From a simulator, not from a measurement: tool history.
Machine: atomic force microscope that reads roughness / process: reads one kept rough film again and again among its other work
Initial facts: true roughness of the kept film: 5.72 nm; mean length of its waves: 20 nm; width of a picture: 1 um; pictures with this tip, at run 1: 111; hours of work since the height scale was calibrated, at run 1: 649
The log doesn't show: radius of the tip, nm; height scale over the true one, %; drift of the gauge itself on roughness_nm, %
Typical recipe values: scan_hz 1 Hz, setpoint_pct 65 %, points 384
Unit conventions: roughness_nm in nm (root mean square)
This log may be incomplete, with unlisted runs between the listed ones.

run     day  scan_hz  setpoint_pct  points  pictures with this tip  hours of work since the height scale was calibrated  roughness_nm
  1       0        1            65     384                     111                                                  649         3.809
  2   1.154        1            65     384                     145                                                  664         3.645
  3   2.292        1            66     384                     177                                                  679         3.489
  4   2.862        1            66     384                     194                                                  686         3.437
  5   3.596        1            66     384                     215                                                  695         3.367
  6     4.5        1            66     384                     241                                                  707         3.257
  7   5.721        1            66     384                     277                                                  723         3.142
      6.012  -- new tip fitted
  8   6.983        1            66     384                      29                                                  739         4.098
  9   7.617        1            66     384                      47                                                  747         3.992
 10   8.188        1            65     579                      63                                                  755         3.942
 11    9.35        1            65     579                      97                                                  770         3.786
 12   9.996        1            65     579                     116                                                  778         3.698
 13  11.046        1            89     384                     146                                                  792         3.249
 14  11.858        1            89     384                     170                                                  802         3.245
         12  -- height scale calibrated on a step standard
 15  12.633        1            89     384                     191                                                    8         3.147
 16  13.262     1.26            84     609                     209                                                   16         3.098
 17  14.254     1.26            84     609                     238                                                   29         3.021
 18   14.95     2.76            65     472                     258                                                   38         2.993
     15.862  -- new tip fitted
 19  16.196     2.09            71     334                       9                                                   54         3.951
 20  17.267     2.26            83     316                      40                                                   68         3.487
     17.908  -- height scale calibrated on a step standard, once more
 21  18.588     2.26            83     316                      77                                                    9         3.329
 22  19.196     3.81            74     983                      95                                                   17         3.293
 23  19.825     3.81            74     983                     113                                                   25         3.269
 24  21.046     3.81            72     491                     148                                                   41         3.114
 25  21.629     1.65            78    1022                     165                                                   48         3.276
 26  22.854     3.98            59     781                     201                                                   64         3.231

Some steps in roughness_nm between neighbouring runs. How much of each would the tool show without its hidden state too (settings, what came in, random variation), and how much is left for the hidden state, with any gauge scatter that isn't in both results?
Run 7 -> 8: new tip fitted. roughness_nm +0.956 nm (root mean square): hidden state +0.951, all else +0.005.
Run 18 -> 19: scan_hz 2.76 -> 2.09, setpoint_pct 65 -> 71, points 472 -> 334, new tip fitted. roughness_nm +0.958 nm (root mean square): hidden state +1.028, all else -0.07.
